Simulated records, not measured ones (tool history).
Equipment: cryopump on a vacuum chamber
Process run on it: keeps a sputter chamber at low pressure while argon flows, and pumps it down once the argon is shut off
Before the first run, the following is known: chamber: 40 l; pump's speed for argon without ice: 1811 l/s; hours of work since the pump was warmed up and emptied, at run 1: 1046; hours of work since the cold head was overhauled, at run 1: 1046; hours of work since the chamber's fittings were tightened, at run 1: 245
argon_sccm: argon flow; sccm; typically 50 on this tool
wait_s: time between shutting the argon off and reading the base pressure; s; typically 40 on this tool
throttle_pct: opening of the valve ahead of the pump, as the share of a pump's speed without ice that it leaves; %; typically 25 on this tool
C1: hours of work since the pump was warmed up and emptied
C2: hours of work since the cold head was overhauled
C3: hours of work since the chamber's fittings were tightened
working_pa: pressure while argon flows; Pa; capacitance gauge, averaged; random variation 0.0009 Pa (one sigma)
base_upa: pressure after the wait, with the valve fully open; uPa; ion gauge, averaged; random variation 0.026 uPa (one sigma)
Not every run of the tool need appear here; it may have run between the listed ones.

Run 1, hour 0.0: usual settings; C1 1046; C2 1046; C3 245. Result: working_pa 0.2089 Pa, base_upa 1.37 uPa.
Run 2, hour 19.8: usual settings; C1 1063; C2 1063; C3 262. Result: working_pa 0.2086 Pa, base_upa 1.34 uPa.
At hour 32.8: pump warmed up, emptied and cooled again.
Run 3, hour 48.9: usual settings; C1 14; C2 1084; C3 282. Result: working_pa 0.1876 Pa, base_upa 1.22 uPa.
Run 4, hour 88.7: usual settings; C1 48; C2 1118; C3 317. Result: working_pa 0.1891 Pa, base_upa 1.29 uPa.
Run 5, hour 110.4: usual settings; C1 67; C2 1137; C3 335. Result: working_pa 0.1887 Pa, base_upa 1.27 uPa.
Run 6, hour 140.9: usual settings; C1 93; C2 1163; C3 362. Result: working_pa 0.1904 Pa, base_upa 1.25 uPa.
Run 7, hour 166.0: usual settings; C1 115; C2 1185; C3 383. Result: working_pa 0.1892 Pa, base_upa 1.24 uPa.
Run 8, hour 201.5: usual settings; C1 145; C2 1215; C3 414. Result: working_pa 0.1892 Pa, base_upa 1.31 uPa.
Run 9, hour 244.0: usual settings; C1 182; C2 1252; C3 450. Result: working_pa 0.1912 Pa, base_upa 1.34 uPa.
Run 10, hour 284.9: usual settings; C1 217; C2 1287; C3 486. Result: working_pa 0.1896 Pa, base_upa 1.33 uPa.
Run 11, hour 320.2: usual settings; C1 247; C2 1318; C3 516. Result: working_pa 0.1900 Pa, base_upa 1.36 uPa.
Run 12, hour 350.5: usual settings; C1 274; C2 1344; C3 542. Result: working_pa 0.1916 Pa, base_upa 1.32 uPa.
Run 13, hour 386.4: usual settings; C1 304; C2 1375; C3 573. Result: working_pa 0.1914 Pa, base_upa 1.36 uPa.
Run 14, hour 427.6: usual settings but argon_sccm 55 sccm, wait_s 32 s, throttle_pct 23 %; C1 340; C2 1410; C3 608. Result: working_pa 0.2293 Pa, base_upa 1.62 uPa.
Run 15, hour 460.4: usual settings but argon_sccm 48 sccm, wait_s 67 s, throttle_pct 20 %; C1 368; C2 1438; C3 637. Result: working_pa 0.2294 Pa, base_upa 1.02 uPa.
Run 16, hour 492.6: usual settings but argon_sccm 48 sccm, wait_s 67 s, throttle_pct 20 %; C1 396; C2 1466; C3 664. Result: working_pa 0.2309 Pa, base_upa 1.06 uPa.
Run 17, hour 522.7: usual settings but argon_sccm 64 sccm; C1 422; C2 1492; C3 690. Result: working_pa 0.2491 Pa, base_upa 1.42 uPa.
Run 18, hour 547.2: usual settings but argon_sccm 64 sccm; C1 443; C2 1513; C3 711. Result: working_pa 0.2487 Pa, base_upa 1.50 uPa.
Run 19, hour 569.2: usual settings but argon_sccm 64 sccm; C1 462; C2 1532; C3 730. Result: working_pa 0.2498 Pa, base_upa 1.45 uPa.
Run 20, hour 589.6: usual settings but argon_sccm 64 sccm; C1 479; C2 1550; C3 748. Result: working_pa 0.2483 Pa, base_upa 1.49 uPa.
Run 21, hour 619.2: usual settings but argon_sccm 64 sccm; C1 505; C2 1575; C3 773. Result: working_pa 0.2511 Pa, base_upa 1.47 uPa.

Branching from run 21: 4 alternative next runs. What would each branch give?
Run A, hour 638.2: usual settings but argon_sccm 83 sccm, wait_s 34 s, throttle_pct 56 %; C1 521; C2 1591; C3 790. Result: working_pa ?, base_upa ?.
Run B, hour 638.2: usual settings but wait_s 284 s, throttle_pct 48 %; C1 521; C2 1591; C3 790. Result: working_pa ?, base_upa ?.
Run C, hour 638.2: usual settings but wait_s 49 s; C1 521; C2 1591; C3 790. Result: working_pa ?, base_upa ?.
Run D, hour 638.2: usual settings but argon_sccm 35 sccm; C1 521; C2 1591; C3 790. Result: working_pa ?, base_upa ?.

run  working_pa  base_upa
  A      0.1546      1.58
  B      0.1063      0.71
  C      0.1949      1.39
  D      0.1371      1.49
What these runs would have given with no unlogged condition in the tool:
run  working_pa  base_upa
  A      0.1393      1.18
  B      0.0972      0.31
  C      0.1858      0.97
  D      0.1307      1.08
